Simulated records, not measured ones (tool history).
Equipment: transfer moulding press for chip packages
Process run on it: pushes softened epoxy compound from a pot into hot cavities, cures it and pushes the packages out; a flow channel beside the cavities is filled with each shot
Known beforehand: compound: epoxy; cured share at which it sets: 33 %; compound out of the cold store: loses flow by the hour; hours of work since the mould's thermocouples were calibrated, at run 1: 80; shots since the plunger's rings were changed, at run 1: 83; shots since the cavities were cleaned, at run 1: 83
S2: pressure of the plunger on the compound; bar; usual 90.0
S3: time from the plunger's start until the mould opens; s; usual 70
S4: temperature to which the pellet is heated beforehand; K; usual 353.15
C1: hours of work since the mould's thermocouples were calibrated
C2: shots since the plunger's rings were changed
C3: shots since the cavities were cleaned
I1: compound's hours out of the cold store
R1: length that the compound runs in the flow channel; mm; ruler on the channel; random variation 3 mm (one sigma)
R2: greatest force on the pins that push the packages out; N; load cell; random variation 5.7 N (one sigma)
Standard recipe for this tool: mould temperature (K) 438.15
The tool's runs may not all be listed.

run 1 hour=0.0 | mould_temperature_(K)=438.15 S2=90.0 S3=70 S4=353.15 | C1=80 C2=83 C3=83 | I1=25.6 | R1=779 R2=208
-- hour=66.7 cavities cleaned with cleaning compound and waxed
run 2 hour=69.3 | mould_temperature_(K)=438.15 S2=90.0 S3=70 S4=353.15 | C1=118 C2=1043 C3=37 | I1=19.6 | R1=813 R2=202
-- hour=138.2 cavities cleaned with cleaning compound and waxed
run 3 hour=138.2 | mould_temperature_(K)=438.15 S2=90.0 S3=51 S4=353.15 | C1=156 C2=1996 C3=0 | I1=41.3 | R1=704 R2=306
run 4 hour=175.9 | mould_temperature_(K)=431.15 S2=90.0 S3=51 S4=353.15 | C1=177 C2=2529 C3=533 | I1=15.5 | R1=859 R2=585
-- hour=205.8 plunger's sealing rings changed
-- hour=211.0 cavities cleaned with cleaning compound and waxed
run 5 hour=254.0 | mould_temperature_(K)=431.15 S2=90.0 S3=51 S4=353.15 | C1=219 C2=662 C3=608 | I1=9.8 | R1=895 R2=599
-- hour=282.1 cavities cleaned with cleaning compound and waxed
run 6 hour=288.8 | mould_temperature_(K)=431.15 S2=90.0 S3=51 S4=353.15 | C1=238 C2=1133 C3=95 | I1=13.4 | R1=876 R2=575
-- hour=355.2 cavities cleaned with cleaning compound and waxed
run 7 hour=358.7 | mould_temperature_(K)=438.15 S2=90.0 S3=70 S4=353.15 | C1=277 C2=2101 C3=50 | I1=22.1 | R1=798 R2=193
-- hour=419.4 plunger's sealing rings changed
-- hour=432.9 cavities cleaned with cleaning compound and waxed
run 8 hour=436.0 | mould_temperature_(K)=438.15 S2=90.0 S3=70 S4=353.15 | C1=319 C2=214 C3=44 | I1=22.1 | R1=801 R2=202
run 9 hour=491.9 | mould_temperature_(K)=438.15 S2=90.0 S3=70 S4=353.15 | C1=350 C2=1005 C3=835 | I1=42.1 | R1=705 R2=197
-- hour=507.1 cavities cleaned with cleaning compound and waxed
run 10 hour=556.6 | mould_temperature_(K)=438.15 S2=90.0 S3=70 S4=353.15 | C1=386 C2=1900 C3=701 | I1=38.7 | R1=710 R2=202
-- hour=578.3 cavities cleaned with cleaning compound and waxed
run 11 hour=628.0 | mould_temperature_(K)=438.15 S2=90.0 S3=70 S4=353.15 | C1=426 C2=2888 C3=702 | I1=22.7 | R1=795 R2=198
-- hour=637.4 plunger's sealing rings changed
-- hour=654.3 cavities cleaned with cleaning compound and waxed
run 12 hour=702.3 | mould_temperature_(K)=438.15 S2=90.0 S3=70 S4=353.15 | C1=465 C2=897 C3=679 | I1=31.0 | R1=752 R2=200
-- hour=723.8 cavities cleaned with cleaning compound and waxed
run 13 hour=744.0 | mould_temperature_(K)=438.15 S2=90.0 S3=70 S4=353.15 | C1=488 C2=1467 C3=287 | I1=12.9 | R1=844 R2=212
-- hour=796.5 cavities cleaned with cleaning compound and waxed
run 14 hour=819.8 | mould_temperature_(K)=438.15 S2=90.0 S3=70 S4=353.15 | C1=530 C2=2517 C3=329 | I1=33.3 | R1=741 R2=204
-- hour=850.9 plunger's sealing rings changed
-- hour=869.3 cavities cleaned with cleaning compound and waxed
run 15 hour=873.4 | mould_temperature_(K)=438.15 S2=90.0 S3=75 S4=353.15 | C1=558 C2=298 C3=58 | I1=32.2 | R1=743 R2=189
-- hour=882.9 mould's thermocouples calibrated
run 16 hour=919.3 | mould_temperature_(K)=438.15 S2=90.0 S3=75 S4=353.15 | C1=21 C2=919 C3=679 | I1=28.2 | R1=765 R2=192
-- hour=943.6 cavities cleaned with cleaning compound and waxed
run 17 hour=988.5 | mould_temperature_(K)=433.15 S2=90.0 S3=56 S4=353.15 | C1=59 C2=1877 C3=635 | I1=47.3 | R1=689 R2=354
-- hour=1013.8 cavities cleaned with cleaning compound and waxed
run 18 hour=1028.9 | mould_temperature_(K)=435.15 S2=90.0 S3=74 S4=353.15 | C1=81 C2=2428 C3=215 | I1=26.4 | R1=785 R2=218
-- hour=1068.0 plunger's sealing rings changed
run 19 hour=1083.5 | mould_temperature_(K)=435.15 S2=90.0 S3=74 S4=353.15 | C1=110 C2=219 C3=951 | I1=23.2 | R1=803 R2=216
-- hour=1090.2 cavities cleaned with cleaning compound and waxed
-- hour=1163.4 cavities cleaned with cleaning compound and waxed
run 20 hour=1163.4 | mould_temperature_(K)=435.15 S2=90.0 S3=74 S4=353.15 | C1=154 C2=1307 C3=0 | I1=34.9 | R1=742 R2=212
-- hour=1236.2 cavities cleaned with cleaning compound and waxed
run 21 hour=1236.2 | mould_temperature_(K)=438.15 S2=102.8 S3=70 S4=343.15 | C1=194 C2=2317 C3=0 | I1=40.3 | R1=753 R2=194
-- hour=1285.5 plunger's sealing rings changed
-- hour=1307.7 cavities cleaned with cleaning compound and waxed
run 22 hour=1315.2 | mould_temperature_(K)=435.15 S2=82.1 S3=64 S4=349.15 | C1=237 C2=400 C3=107 | I1=39.3 | R1=693 R2=241
run 23 hour=1356.6 | mould_temperature_(K)=438.15 S2=85.6 S3=51 S4=350.15 | C1=260 C2=985 C3=692 | I1=15.7 | R1=810 R2=345
-- hour=1377.7 cavities cleaned with cleaning compound and waxed
run 24 hour=1390.6 | mould_temperature_(K)=438.15 S2=85.6 S3=51 S4=350.15 | C1=279 C2=1445 C3=183 | I1=23.2 | R1=773 R2=347
run 25 hour=1431.2 | mould_temperature_(K)=433.15 S2=97.4 S3=54 S4=350.15 | C1=302 C2=2019 C3=757 | I1=47.1 | R1=720 R2=389
-- hour=1449.3 cavities cleaned with cleaning compound and waxed
-- hour=1502.2 plunger's sealing rings changed
run 26 hour=1510.9 | mould_temperature_(K)=433.15 S2=97.4 S3=54 S4=350.15 | C1=345 C2=122 C3=835 | I1=46.6 | R1=719 R2=376
-- hour=1525.0 cavities cleaned with cleaning compound and waxed
run 27 hour=1548.1 | mould_temperature_(K)=431.15 S2=98.2 S3=80 S4=353.15 | C1=365 C2=628 C3=328 | I1=23.8 | R1=848 R2=215

How the hidden state differs across the entries between the runs, from the last listed run before each to the first after it:
From run 1 to run 2: cavities cleaned with cleaning compound and waxed (hour 66.7)
  pressure that reaches the compound, % of what is set: 99.99 -> 99.96; grip of the stained cavities, % over clean ones': 0.2 -> 0.1
From run 2 to run 3: cavities cleaned with cleaning compound and waxed (hour 138.2)
  pressure that reaches the compound, % of what is set: 99.96 -> 99.91; grip of the stained cavities, % over clean ones': 0.1 -> 0
From run 4 to run 5: plunger's sealing rings changed (hour 205.8); cavities cleaned with cleaning compound and waxed (hour 211.0)
  pressure that reaches the compound, % of what is set: 99.89 -> 99.97
From run 5 to run 6: cavities cleaned with cleaning compound and waxed (hour 282.1)
  pressure that reaches the compound, % of what is set: 99.97 -> 99.95; grip of the stained cavities, % over clean ones': 0.6 -> 0.2
From run 6 to run 7: cavities cleaned with cleaning compound and waxed (hour 355.2)
  pressure that reaches the compound, % of what is set: 99.95 -> 99.91; grip of the stained cavities, % over clean ones': 0.2 -> 0.1
From run 7 to run 8: plunger's sealing rings changed (hour 419.4); cavities cleaned with cleaning compound and waxed (hour 432.9)
  pressure that reaches the compound, % of what is set: 99.91 -> 99.99
From run 9 to run 10: cavities cleaned with cleaning compound and waxed (hour 507.1)
  pressure that reaches the compound, % of what is set: 99.96 -> 99.92
From run 10 to run 11: cavities cleaned with cleaning compound and waxed (hour 578.3)
  true mould temperature over the reading, C: 0 -> 0.01; pressure that reaches the compound, % of what is set: 99.92 -> 99.88
From run 11 to run 12: plunger's sealing rings changed (hour 637.4); cavities cleaned with cleaning compound and waxed (hour 654.3)
  pressure that reaches the compound, % of what is set: 99.88 -> 99.96
From run 12 to run 13: cavities cleaned with cleaning compound and waxed (hour 723.8)
  pressure that reaches the compound, % of what is set: 99.96 -> 99.94; grip of the stained cavities, % over clean ones': 0.7 -> 0.4
From run 13 to run 14: cavities cleaned with cleaning compound and waxed (hour 796.5)
  pressure that reaches the compound, % of what is set: 99.94 -> 99.9; grip of the stained cavities, % over clean ones': 0.4 -> 0.5
From run 14 to run 15: plunger's sealing rings changed (hour 850.9); cavities cleaned with cleaning compound and waxed (hour 869.3)
  pressure that reaches the compound, % of what is set: 99.9 -> 99.98; grip of the stained cavities, % over clean ones': 0.5 -> 0.1
From run 15 to run 16: mould's thermocouples calibrated (hour 882.9)
  true mould temperature over the reading, C: 0.01 -> 0; pressure that reaches the compound, % of what is set: 99.98 -> 99.95; grip of the stained cavities, % over clean ones': 0.1 -> 0.7
From run 16 to run 17: cavities cleaned with cleaning compound and waxed (hour 943.6)
  pressure that reaches the compound, % of what is set: 99.95 -> 99.91
From run 17 to run 18: cavities cleaned with cleaning compound and waxed (hour 1013.8)
  pressure that reaches the compound, % of what is set: 99.91 -> 99.88; grip of the stained cavities, % over clean ones': 0.7 -> 0.4
From run 18 to run 19: plunger's sealing rings changed (hour 1068.0)
  pressure that reaches the compound, % of what is set: 99.88 -> 99.98; grip of the stained cavities, % over clean ones': 0.4 -> 0.8
From run 19 to run 20: cavities cleaned with cleaning compound and waxed (hour 1090.2); cavities cleaned with cleaning compound and waxed (hour 1163.4)
  pressure that reaches the compound, % of what is set: 99.98 -> 99.94; grip of the stained cavities, % over clean ones': 0.8 -> 0
From run 20 to run 21: cavities cleaned with cleaning compound and waxed (hour 1236.2)
  pressure that reaches the compound, % of what is set: 99.94 -> 99.9
From run 21 to run 22: plunger's sealing rings changed (hour 1285.5); cavities cleaned with cleaning compound and waxed (hour 1307.7)
  pressure that reaches the compound, % of what is set: 99.9 -> 99.98; grip of the stained cavities, % over clean ones': 0 -> 0.2
From run 23 to run 24: cavities cleaned with cleaning compound and waxed (hour 1377.7)
  pressure that reaches the compound, % of what is set: 99.96 -> 99.94; grip of the stained cavities, % over clean ones': 0.7 -> 0.3
From run 25 to run 26: cavities cleaned with cleaning compound and waxed (hour 1449.3); plunger's sealing rings changed (hour 1502.2)
  pressure that reaches the compound, % of what is set: 99.91 -> 99.99
From run 26 to run 27: cavities cleaned with cleaning compound and waxed (hour 1525.0)
  pressure that reaches the compound, % of what is set: 99.99 -> 99.97; grip of the stained cavities, % over clean ones': 0.7 -> 0.5
